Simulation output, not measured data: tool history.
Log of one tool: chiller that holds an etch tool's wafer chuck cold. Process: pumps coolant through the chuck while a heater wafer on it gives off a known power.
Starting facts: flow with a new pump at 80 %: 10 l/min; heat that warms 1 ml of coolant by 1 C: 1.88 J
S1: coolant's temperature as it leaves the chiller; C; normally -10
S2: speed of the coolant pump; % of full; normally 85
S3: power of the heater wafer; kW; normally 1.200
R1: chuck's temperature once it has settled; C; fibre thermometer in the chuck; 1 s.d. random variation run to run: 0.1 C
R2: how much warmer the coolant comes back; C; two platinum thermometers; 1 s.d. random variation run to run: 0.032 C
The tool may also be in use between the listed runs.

run,hour,S1,S2,S3,R1,R2
1,0.0,-10,85,1.200,-1.4,3.65
2,60.3,-10,85,1.200,-1.4,3.67
3,140.1,-10,85,1.200,-1.3,3.68
4,191.9,-10,85,1.200,-1.1,3.67
# hour 196.8: chiller's thermometer calibrated
5,269.3,-10,85,1.200,-1.0,3.69
6,328.8,-10,74,1.430,1.8,5.19
7,408.0,-1,85,0.779,5.1,2.42
8,478.0,-8,85,0.779,-2.0,2.42

Run 9 comes next. What will it give?
9,524.3,-8,85,0.779,?,?

R1: -1.7 C
R2: 2.46 C
Without the tool's hidden state the same run would have given R1 -2.8 C, R2 2.36 C.

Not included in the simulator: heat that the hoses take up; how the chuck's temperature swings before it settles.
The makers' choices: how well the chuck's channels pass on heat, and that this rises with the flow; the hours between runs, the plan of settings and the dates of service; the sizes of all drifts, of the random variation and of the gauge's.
